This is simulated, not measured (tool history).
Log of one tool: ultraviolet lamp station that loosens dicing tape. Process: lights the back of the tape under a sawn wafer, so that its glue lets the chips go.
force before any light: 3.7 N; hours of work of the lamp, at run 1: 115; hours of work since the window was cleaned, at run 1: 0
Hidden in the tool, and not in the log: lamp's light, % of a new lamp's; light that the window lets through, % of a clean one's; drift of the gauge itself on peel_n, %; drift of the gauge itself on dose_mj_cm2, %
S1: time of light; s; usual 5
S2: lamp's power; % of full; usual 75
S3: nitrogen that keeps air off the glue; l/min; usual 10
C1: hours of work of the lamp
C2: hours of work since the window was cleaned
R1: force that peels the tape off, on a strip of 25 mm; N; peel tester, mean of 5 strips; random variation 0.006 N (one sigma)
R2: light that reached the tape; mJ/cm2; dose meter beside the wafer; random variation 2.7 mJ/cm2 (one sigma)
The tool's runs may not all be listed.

{"run": 1, "day": 0.0, "S1": 5, "S2": 75, "S3": 10, "C1": 115, "C2": 0, "R1": 0.187, "R2": 338}
{"run": 2, "day": 0.308, "S1": 5, "S2": 75, "S3": 10, "C1": 119, "C2": 4, "R1": 0.19, "R2": 335}
{"run": 3, "day": 0.604, "S1": 5, "S2": 75, "S3": 10, "C1": 123, "C2": 8, "R1": 0.186, "R2": 341}
{"run": 4, "day": 0.971, "S1": 5, "S2": 75, "S3": 10, "C1": 127, "C2": 12, "R1": 0.184, "R2": 340}
{"run": 5, "day": 1.629, "S1": 5, "S2": 75, "S3": 10, "C1": 136, "C2": 21, "R1": 0.183, "R2": 335}
{"run": 6, "day": 2.025, "S1": 5, "S2": 75, "S3": 10, "C1": 141, "C2": 26, "R1": 0.19, "R2": 334}
{"run": 7, "day": 2.521, "S1": 3, "S2": 75, "S3": 3, "C1": 147, "C2": 32, "R1": 0.932, "R2": 203}
{"run": 8, "day": 2.942, "S1": 5, "S2": 97, "S3": 3, "C1": 152, "C2": 37, "R1": 0.245, "R2": 431}
{"run": 9, "day": 3.433, "S1": 5, "S2": 97, "S3": 3, "C1": 159, "C2": 44, "R1": 0.249, "R2": 429}
{"run": 10, "day": 3.775, "S1": 5, "S2": 96, "S3": 10, "C1": 163, "C2": 48, "R1": 0.142, "R2": 425}
{"run": 11, "day": 4.375, "S1": 5, "S2": 96, "S3": 10, "C1": 171, "C2": 56, "R1": 0.131, "R2": 418}

Forecast each of these 5 alternatives for the next run:
{"run": "A", "day": 4.796, "S1": 5, "S2": 74, "S3": 11, "C1": 176, "C2": 61, "R1": "?", "R2": "?"}
{"run": "B", "day": 4.796, "S1": 5, "S2": 92, "S3": 17, "C1": 176, "C2": 61, "R1": "?", "R2": "?"}
{"run": "C", "day": 4.796, "S1": 8, "S2": 100, "S3": 5, "C1": 176, "C2": 61, "R1": "?", "R2": "?"}
{"run": "D", "day": 4.796, "S1": 8, "S2": 62, "S3": 10, "C1": 176, "C2": 61, "R1": "?", "R2": "?"}
{"run": "E", "day": 4.796, "S1": 7, "S2": 71, "S3": 10, "C1": 176, "C2": 61, "R1": "?", "R2": "?"}

run=A R1=0.178 R2=329
run=B R1=0.122 R2=400
run=C R1=0.109 R2=703
run=D R1=0.132 R2=438
run=E R1=0.140 R2=439
Without the tool's hidden state the same runs would have given:
run=A R1=0.159 R2=356
run=B R1=0.117 R2=433
run=C R1=0.106 R2=761
run=D R1=0.124 R2=474
run=E R1=0.132 R2=475
